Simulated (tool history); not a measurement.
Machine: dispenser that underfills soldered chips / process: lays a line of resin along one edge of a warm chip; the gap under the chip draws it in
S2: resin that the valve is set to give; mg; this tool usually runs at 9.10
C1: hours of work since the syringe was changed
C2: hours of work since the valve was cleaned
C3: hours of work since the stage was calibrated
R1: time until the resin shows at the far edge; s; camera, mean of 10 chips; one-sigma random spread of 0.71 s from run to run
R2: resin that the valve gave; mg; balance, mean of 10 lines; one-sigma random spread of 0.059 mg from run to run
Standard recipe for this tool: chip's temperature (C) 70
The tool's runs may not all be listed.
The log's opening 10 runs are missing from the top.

{"hour": 74.4, "done": "new syringe of resin"}
{"run": 11, "hour": 79.1, "chip's temperature (C)": 70, "S2": 10.69, "C1": 3, "C2": 73, "C3": 140, "R1": 74.2, "R2": 9.87}
{"hour": 83.7, "done": "new syringe of resin"}
{"run": 12, "hour": 84.4, "chip's temperature (C)": 70, "S2": 9.1, "C1": 1, "C2": 77, "C3": 144, "R1": 68.2, "R2": 8.38}
{"run": 13, "hour": 89.4, "chip's temperature (C)": 70, "S2": 9.1, "C1": 4, "C2": 80, "C3": 147, "R1": 79.2, "R2": 8.43}
{"hour": 93.1, "done": "new syringe of resin"}
{"hour": 96.7, "done": "dispensing valve cleaned and set on the balance"}
{"run": 14, "hour": 101.0, "chip's temperature (C)": 57, "S2": 9.1, "C1": 5, "C2": 3, "C3": 154, "R1": 136.6, "R2": 9.04}
{"hour": 103.7, "done": "new syringe of resin"}
{"run": 15, "hour": 109.7, "chip's temperature (C)": 57, "S2": 10.1, "C1": 4, "C2": 9, "C3": 160, "R1": 132.8, "R2": 10.12}
{"hour": 113.6, "done": "new syringe of resin"}
{"run": 16, "hour": 116.8, "chip's temperature (C)": 81, "S2": 10.1, "C1": 2, "C2": 13, "C3": 165, "R1": 45.8, "R2": 9.98}
{"hour": 122.9, "done": "new syringe of resin"}
{"run": 17, "hour": 126.1, "chip's temperature (C)": 70, "S2": 9.1, "C1": 2, "C2": 20, "C3": 171, "R1": 70.9, "R2": 8.86}
{"hour": 132.3, "done": "new syringe of resin"}
{"run": 18, "hour": 132.3, "chip's temperature (C)": 59, "S2": 10.28, "C1": 0, "C2": 24, "C3": 175, "R1": 103.2, "R2": 10.05}
{"run": 19, "hour": 138.9, "chip's temperature (C)": 59, "S2": 10.28, "C1": 5, "C2": 28, "C3": 180, "R1": 124.1, "R2": 10.04}
{"hour": 142.5, "done": "new syringe of resin"}
{"run": 20, "hour": 148.3, "chip's temperature (C)": 82, "S2": 10.52, "C1": 4, "C2": 35, "C3": 186, "R1": 49.0, "R2": 10.06}
{"hour": 152.4, "done": "new syringe of resin"}
{"run": 21, "hour": 154.6, "chip's temperature (C)": 84, "S2": 8.4, "C1": 1, "C2": 39, "C3": 190, "R1": 41.7, "R2": 7.96}
{"hour": 161.7, "done": "new syringe of resin"}
{"run": 22, "hour": 161.7, "chip's temperature (C)": 67, "S2": 10.46, "C1": 0, "C2": 44, "C3": 195, "R1": 74.8, "R2": 9.92}
{"run": 23, "hour": 166.9, "chip's temperature (C)": 70, "S2": 8.11, "C1": 4, "C2": 47, "C3": 199, "R1": 78.0, "R2": 7.75}
{"hour": 171.1, "done": "new syringe of resin"}
{"run": 24, "hour": 173.9, "chip's temperature (C)": 68, "S2": 8.41, "C1": 2, "C2": 52, "C3": 203, "R1": 78.9, "R2": 7.9}
{"hour": 180.9, "done": "new syringe of resin"}
{"run": 25, "hour": 182.4, "chip's temperature (C)": 55, "S2": 8.26, "C1": 1, "C2": 58, "C3": 209, "R1": 135.4, "R2": 7.87}
{"hour": 190.1, "done": "new syringe of resin"}
{"run": 26, "hour": 193.1, "chip's temperature (C)": 55, "S2": 8.26, "C1": 2, "C2": 65, "C3": 216, "R1": 140.3, "R2": 7.79}
{"hour": 199.8, "done": "new syringe of resin"}
{"run": 27, "hour": 202.5, "chip's temperature (C)": 65, "S2": 10.54, "C1": 2, "C2": 71, "C3": 223, "R1": 88.9, "R2": 9.86}
{"hour": 209.3, "done": "new syringe of resin"}
{"run": 28, "hour": 209.8, "chip's temperature (C)": 62, "S2": 11.46, "C1": 0, "C2": 76, "C3": 227, "R1": 93.2, "R2": 10.62}
{"run": 29, "hour": 215.9, "chip's temperature (C)": 59, "S2": 8.15, "C1": 5, "C2": 80, "C3": 232, "R1": 131.4, "R2": 7.54}
{"hour": 219.1, "done": "new syringe of resin"}
{"hour": 223.3, "done": "dispensing valve cleaned and set on the balance"}
{"run": 30, "hour": 226.7, "chip's temperature (C)": 70, "S2": 11.02, "C1": 5, "C2": 2, "C3": 238, "R1": 81.9, "R2": 11.03}
{"hour": 229.7, "done": "new syringe of resin"}
{"run": 31, "hour": 234.2, "chip's temperature (C)": 69, "S2": 8.62, "C1": 3, "C2": 7, "C3": 243, "R1": 81.2, "R2": 8.56}
{"hour": 239.4, "done": "new syringe of resin"}
{"run": 32, "hour": 239.8, "chip's temperature (C)": 81, "S2": 8.27, "C1": 0, "C2": 11, "C3": 247, "R1": 44.9, "R2": 8.24}
{"hour": 248.8, "done": "new syringe of resin"}
{"run": 33, "hour": 248.8, "chip's temperature (C)": 60, "S2": 9.32, "C1": 0, "C2": 17, "C3": 253, "R1": 102.6, "R2": 9.07}
{"run": 34, "hour": 253.9, "chip's temperature (C)": 67, "S2": 10.55, "C1": 4, "C2": 21, "C3": 256, "R1": 87.0, "R2": 10.34}

Here are 4 independent what-if runs from the current tool condition. What would each one return?
{"hour": 258.3, "done": "new syringe of resin"}
{"run": "A", "hour": 261.3, "chip's temperature (C)": 63, "S2": 8.76, "C1": 2, "C2": 26, "C3": 261, "R1": "?", "R2": "?"}
{"hour": 258.3, "done": "new syringe of resin"}
{"run": "B", "hour": 261.3, "chip's temperature (C)": 80, "S2": 9.77, "C1": 2, "C2": 26, "C3": 261, "R1": "?", "R2": "?"}
{"hour": 258.3, "done": "new syringe of resin"}
{"run": "C", "hour": 261.3, "chip's temperature (C)": 68, "S2": 8.6, "C1": 2, "C2": 26, "C3": 261, "R1": "?", "R2": "?"}
{"hour": 258.3, "done": "new syringe of resin"}
{"run": "D", "hour": 261.3, "chip's temperature (C)": 83, "S2": 7.73, "C1": 2, "C2": 26, "C3": 261, "R1": "?", "R2": "?"}

run=A R1=97.4 R2=8.50
run=B R1=48.4 R2=9.54
run=C R1=78.9 R2=8.45
run=D R1=45.5 R2=7.52
With no hidden state in the tool, these same runs would have given:
run=A R1=85.4 R2=8.71
run=B R1=42.6 R2=9.78
run=C R1=69.2 R2=8.65
run=D R1=40.1 R2=7.71
